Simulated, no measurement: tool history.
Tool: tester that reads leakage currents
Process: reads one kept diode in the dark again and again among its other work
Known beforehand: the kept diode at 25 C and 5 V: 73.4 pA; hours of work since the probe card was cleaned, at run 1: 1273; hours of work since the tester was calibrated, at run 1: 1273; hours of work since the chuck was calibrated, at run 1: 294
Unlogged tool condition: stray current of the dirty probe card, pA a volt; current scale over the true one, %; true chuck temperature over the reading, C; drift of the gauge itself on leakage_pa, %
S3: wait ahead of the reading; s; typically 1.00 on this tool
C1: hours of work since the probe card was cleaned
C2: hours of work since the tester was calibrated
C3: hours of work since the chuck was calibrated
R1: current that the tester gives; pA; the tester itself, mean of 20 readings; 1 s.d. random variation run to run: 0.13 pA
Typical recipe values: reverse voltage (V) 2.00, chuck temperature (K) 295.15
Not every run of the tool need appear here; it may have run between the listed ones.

run 1 hour=0.0 | reverse_voltage_(V)=2.00 chuck_temperature_(K)=295.15 S3=1.00 | C1=1273 C2=1273 C3=294 | R1=40.08
run 2 hour=77.3 | reverse_voltage_(V)=2.00 chuck_temperature_(K)=295.15 S3=1.00 | C1=1307 C2=1307 C3=327 | R1=40.21
run 3 hour=112.0 | reverse_voltage_(V)=2.00 chuck_temperature_(K)=295.15 S3=1.00 | C1=1322 C2=1322 C3=342 | R1=40.25
run 4 hour=158.1 | reverse_voltage_(V)=2.00 chuck_temperature_(K)=295.15 S3=1.00 | C1=1342 C2=1342 C3=362 | R1=40.00
run 5 hour=198.1 | reverse_voltage_(V)=2.00 chuck_temperature_(K)=295.15 S3=1.00 | C1=1359 C2=1359 C3=380 | R1=40.19
run 6 hour=273.2 | reverse_voltage_(V)=2.00 chuck_temperature_(K)=295.15 S3=1.00 | C1=1392 C2=1392 C3=412 | R1=40.41
run 7 hour=317.0 | reverse_voltage_(V)=2.00 chuck_temperature_(K)=300.15 S3=1.00 | C1=1411 C2=1411 C3=431 | R1=59.17
run 8 hour=355.9 | reverse_voltage_(V)=2.00 chuck_temperature_(K)=300.15 S3=1.00 | C1=1428 C2=1428 C3=448 | R1=58.92
run 9 hour=402.3 | reverse_voltage_(V)=2.00 chuck_temperature_(K)=300.15 S3=1.00 | C1=1448 C2=1448 C3=468 | R1=58.99
run 10 hour=448.9 | reverse_voltage_(V)=2.00 chuck_temperature_(K)=305.15 S3=1.00 | C1=1468 C2=1468 C3=488 | R1=85.99
run 11 hour=489.0 | reverse_voltage_(V)=2.00 chuck_temperature_(K)=295.15 S3=1.00 | C1=1485 C2=1485 C3=506 | R1=40.55
run 12 hour=546.4 | reverse_voltage_(V)=9.28 chuck_temperature_(K)=295.15 S3=1.00 | C1=1510 C2=1510 C3=531 | R1=89.17
run 13 hour=610.7 | reverse_voltage_(V)=9.28 chuck_temperature_(K)=295.15 S3=1.00 | C1=1538 C2=1538 C3=559 | R1=89.07
run 14 hour=662.5 | reverse_voltage_(V)=9.28 chuck_temperature_(K)=295.15 S3=1.00 | C1=1561 C2=1561 C3=581 | R1=88.69
run 15 hour=694.9 | reverse_voltage_(V)=2.00 chuck_temperature_(K)=295.15 S3=1.81 | C1=1575 C2=1575 C3=595 | R1=40.61
run 16 hour=739.0 | reverse_voltage_(V)=2.00 chuck_temperature_(K)=295.15 S3=1.81 | C1=1594 C2=1594 C3=614 | R1=40.67
run 17 hour=793.1 | reverse_voltage_(V)=2.00 chuck_temperature_(K)=295.15 S3=1.81 | C1=1617 C2=1617 C3=638 | R1=40.46
run 18 hour=829.3 | reverse_voltage_(V)=2.00 chuck_temperature_(K)=295.15 S3=1.81 | C1=1633 C2=1633 C3=654 | R1=40.54
run 19 hour=877.5 | reverse_voltage_(V)=2.00 chuck_temperature_(K)=295.15 S3=1.81 | C1=1654 C2=1654 C3=675 | R1=40.77
run 20 hour=913.2 | reverse_voltage_(V)=2.00 chuck_temperature_(K)=295.15 S3=1.81 | C1=1670 C2=1670 C3=690 | R1=40.85
run 21 hour=958.9 | reverse_voltage_(V)=2.00 chuck_temperature_(K)=295.15 S3=1.81 | C1=1689 C2=1689 C3=710 | R1=40.79
run 22 hour=1023.0 | reverse_voltage_(V)=14.71 chuck_temperature_(K)=313.15 S3=1.00 | C1=1717 C2=1717 C3=738 | R1=402.63
run 23 hour=1061.3 | reverse_voltage_(V)=14.71 chuck_temperature_(K)=313.15 S3=1.00 | C1=1734 C2=1734 C3=754 | R1=403.39
run 24 hour=1124.4 | reverse_voltage_(V)=1.43 chuck_temperature_(K)=305.15 S3=4.81 | C1=1761 C2=1761 C3=782 | R1=73.38
run 25 hour=1196.5 | reverse_voltage_(V)=4.78 chuck_temperature_(K)=296.15 S3=1.88 | C1=1793 C2=1793 C3=813 | R1=68.42
-- hour=1206.8 probe card cleaned and baked
run 26 hour=1262.8 | reverse_voltage_(V)=4.78 chuck_temperature_(K)=296.15 S3=1.88 | C1=24 C2=1820 C3=841 | R1=71.37
run 27 hour=1331.4 | reverse_voltage_(V)=10.53 chuck_temperature_(K)=318.15 S3=1.88 | C1=54 C2=1850 C3=870 | R1=487.11
run 28 hour=1380.1 | reverse_voltage_(V)=10.53 chuck_temperature_(K)=318.15 S3=1.88 | C1=75 C2=1871 C3=892 | R1=489.99
-- hour=1416.8 probe card cleaned and baked, once more
run 29 hour=1424.6 | reverse_voltage_(V)=10.53 chuck_temperature_(K)=318.15 S3=1.88 | C1=3 C2=1889 C3=910 | R1=477.67
run 30 hour=1466.9 | reverse_voltage_(V)=2.00 chuck_temperature_(K)=303.15 S3=1.00 | C1=22 C2=1907 C3=928 | R1=74.07
run 31 hour=1538.7 | reverse_voltage_(V)=1.48 chuck_temperature_(K)=295.15 S3=8.28 | C1=53 C2=1938 C3=959 | R1=34.24
run 32 hour=1585.8 | reverse_voltage_(V)=1.12 chuck_temperature_(K)=296.15 S3=0.54 | C1=73 C2=1959 C3=980 | R1=33.29
run 33 hour=1618.8 | reverse_voltage_(V)=1.12 chuck_temperature_(K)=296.15 S3=0.54 | C1=88 C2=1973 C3=994 | R1=32.95
run 34 hour=1686.7 | reverse_voltage_(V)=2.00 chuck_temperature_(K)=300.15 S3=8.57 | C1=117 C2=2003 C3=1023 | R1=58.50
run 35 hour=1745.3 | reverse_voltage_(V)=4.86 chuck_temperature_(K)=308.15 S3=3.78 | C1=143 C2=2028 C3=1049 | R1=163.88
run 36 hour=1802.4 | reverse_voltage_(V)=2.00 chuck_temperature_(K)=316.15 S3=0.82 | C1=167 C2=2053 C3=1074 | R1=190.15
run 37 hour=1880.4 | reverse_voltage_(V)=15.11 chuck_temperature_(K)=295.15 S3=0.37 | C1=201 C2=2087 C3=1107 | R1=115.91
run 38 hour=1953.3 | reverse_voltage_(V)=5.20 chuck_temperature_(K)=295.15 S3=1.14 | C1=233 C2=2118 C3=1139 | R1=63.97

Run 39 comes next. What will it give?
run 39 hour=2031.8 | reverse_voltage_(V)=5.20 chuck_temperature_(K)=295.15 S3=1.14 | C1=267 C2=2153 C3=1173 | R1=?

Run 39 yielded R1 64.10 pA.
On a tool with no hidden condition, and with the same random variation, this run would have come out at R1 60.16 pA.
